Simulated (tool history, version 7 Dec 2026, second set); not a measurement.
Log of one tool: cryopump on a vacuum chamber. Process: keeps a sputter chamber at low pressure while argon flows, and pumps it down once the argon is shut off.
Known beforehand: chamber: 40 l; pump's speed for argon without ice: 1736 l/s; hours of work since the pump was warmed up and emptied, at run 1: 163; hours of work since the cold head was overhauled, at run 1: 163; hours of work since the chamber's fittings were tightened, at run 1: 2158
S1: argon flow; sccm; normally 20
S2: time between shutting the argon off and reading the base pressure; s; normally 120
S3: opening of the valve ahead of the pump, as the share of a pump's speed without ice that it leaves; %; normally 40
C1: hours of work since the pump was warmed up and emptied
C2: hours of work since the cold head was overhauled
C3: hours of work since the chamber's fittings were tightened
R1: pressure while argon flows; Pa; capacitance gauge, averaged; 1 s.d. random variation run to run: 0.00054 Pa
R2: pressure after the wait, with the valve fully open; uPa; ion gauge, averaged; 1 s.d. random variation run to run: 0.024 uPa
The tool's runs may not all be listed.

run    day  S1   S2  S3   C1   C2    C3      R1    R2
  1      0  20  120  40  163  163  2158    0.05  1.05
  2    0.4  20   33  40  169  169  2165  0.0494  2.86
  3  0.817  20   33  40  175  175  2171  0.0504  2.86
  4  1.329  20   33  40  183  183  2178  0.0495  3.01
  5  1.912  20   33  40  192  192  2187  0.0502  2.92
  6  2.462  13   97  40  200  200  2195  0.0326  1.17
  7  3.183  20  120  18  211  211  2206  0.1084  1.06
  8    3.9   8   32  27  221  221  2217  0.0291  3.02
  9  4.625  34  120  18  232  232  2228  0.1859   1.1
 10  5.062  34  120  18  239  239  2234  0.1852  1.03

Had the tool no unlogged condition, and each run kept its random variation, what would the results have been?
Unlogged tool condition in this case: pump's speed, % of a pump's without ice; cold plate's temperature, K; leak into the chamber, uPa l/s; drift of the gauge itself on working_pa, %; drift of the gauge itself on base_upa, %.
run      R1    R2
  1  0.0493   0.9
  2  0.0486  2.72
  3  0.0495  2.71
  4  0.0487  2.86
  5  0.0493  2.77
  6   0.032  1.02
  7  0.1074  0.91
  8  0.0287  2.87
  9  0.1841  0.94
 10  0.1834  0.88
